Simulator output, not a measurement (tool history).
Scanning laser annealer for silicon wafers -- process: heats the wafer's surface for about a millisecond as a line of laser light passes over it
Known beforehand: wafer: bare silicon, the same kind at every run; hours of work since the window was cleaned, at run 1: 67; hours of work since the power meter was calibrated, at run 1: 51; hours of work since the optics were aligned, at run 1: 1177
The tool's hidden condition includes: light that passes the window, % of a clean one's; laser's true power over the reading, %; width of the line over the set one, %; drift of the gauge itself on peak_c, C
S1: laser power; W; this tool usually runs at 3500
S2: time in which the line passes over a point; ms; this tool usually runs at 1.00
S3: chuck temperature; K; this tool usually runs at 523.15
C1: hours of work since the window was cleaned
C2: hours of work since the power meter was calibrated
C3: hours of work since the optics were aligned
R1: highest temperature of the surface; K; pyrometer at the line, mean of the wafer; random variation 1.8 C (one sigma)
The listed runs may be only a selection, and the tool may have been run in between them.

run	hour	S1	S2	S3	C1	C2	C3	R1
1	0.0	3500	1.00	523.15	67	51	1177	1273.15
2	13.3	3500	1.00	523.15	74	58	1184	1270.15
3	31.0	3500	1.00	523.15	85	69	1195	1272.15
4	50.8	3500	1.00	523.15	96	80	1206	1270.15
5	65.7	3500	1.00	523.15	105	89	1215	1269.15
6	77.4	3500	0.83	523.15	112	96	1222	1201.15
7	89.3	3698	1.00	523.15	118	102	1228	1329.15
8	109.6	3698	1.00	523.15	130	114	1240	1324.15
9	118.3	3260	1.00	523.15	135	119	1245	1200.15
10	137.5	3116	1.00	523.15	146	130	1256	1160.15
11	156.3	3116	1.00	523.15	157	141	1267	1153.15
# hour 179.5: optics aligned, line set to its width
12	179.8	3141	0.73	523.15	168	152	0	1083.15
# hour 184.2: laser's power meter calibrated
13	199.4	3315	0.87	552.15	178	9	10	1208.15
14	209.8	3315	0.87	552.15	184	15	16	1210.15
# hour 220.9: laser's power meter calibrated, once more
15	223.2	3315	0.87	552.15	190	1	22	1203.15
16	237.3	3315	0.87	552.15	198	10	30	1202.15
17	251.9	3424	0.86	507.15	206	18	38	1182.15
18	270.9	3424	0.86	507.15	217	29	49	1181.15

What will run 19 give?
19	284.5	3424	1.02	518.15	225	37	57	?

R1: 1253.15 K
The same run, on a tool lacking any hidden state, would have yielded R1 1276.15 K.
